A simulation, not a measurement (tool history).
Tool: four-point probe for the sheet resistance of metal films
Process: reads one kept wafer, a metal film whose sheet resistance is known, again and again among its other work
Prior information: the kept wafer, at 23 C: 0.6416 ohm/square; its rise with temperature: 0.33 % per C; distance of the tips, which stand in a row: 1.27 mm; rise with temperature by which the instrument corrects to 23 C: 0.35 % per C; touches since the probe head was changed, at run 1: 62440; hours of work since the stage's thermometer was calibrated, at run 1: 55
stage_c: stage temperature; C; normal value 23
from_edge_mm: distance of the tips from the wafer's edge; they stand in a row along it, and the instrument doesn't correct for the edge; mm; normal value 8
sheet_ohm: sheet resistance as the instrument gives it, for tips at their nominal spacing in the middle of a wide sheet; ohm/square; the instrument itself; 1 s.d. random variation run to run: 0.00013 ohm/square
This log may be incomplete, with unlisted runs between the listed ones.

run,hour,stage_c,from_edge_mm,touches since the probe head was changed,hours of work since the stage's thermometer was calibrated,sheet_ohm
1,0.0,23,8,62440,55,0.651014
2,30.2,23,8,63602,68,0.651193
3,56.6,23,8,64618,80,0.651004
4,77.8,23,8,65433,90,0.650869
5,106.2,22,8,66523,103,0.651010
6,132.3,23,8,67527,115,0.651023
7,154.1,23,8,68367,124,0.650800
8,174.3,23,8,69143,134,0.650835
9,187.9,23,8,69667,140,0.650887
10,208.4,23,23,70456,149,0.643317
11,235.9,23,23,71513,162,0.643144
12,254.4,23,15,72223,170,0.644542
13,267.4,23,15,72724,176,0.644598
14,281.3,33,27,73258,182,0.641560
15,295.4,33,27,73801,189,0.641801
16,324.6,34,15,74927,202,0.643471
17,340.9,31,16,75553,209,0.643269

What does the tool deliver on the next run?
18,365.8,22,8,76510,220,?

{"run 18": {"sheet_ohm": 0.650933}}
Had the tool carried no hidden state, the very same run would have given sheet_ohm 0.650393 ohm/square.
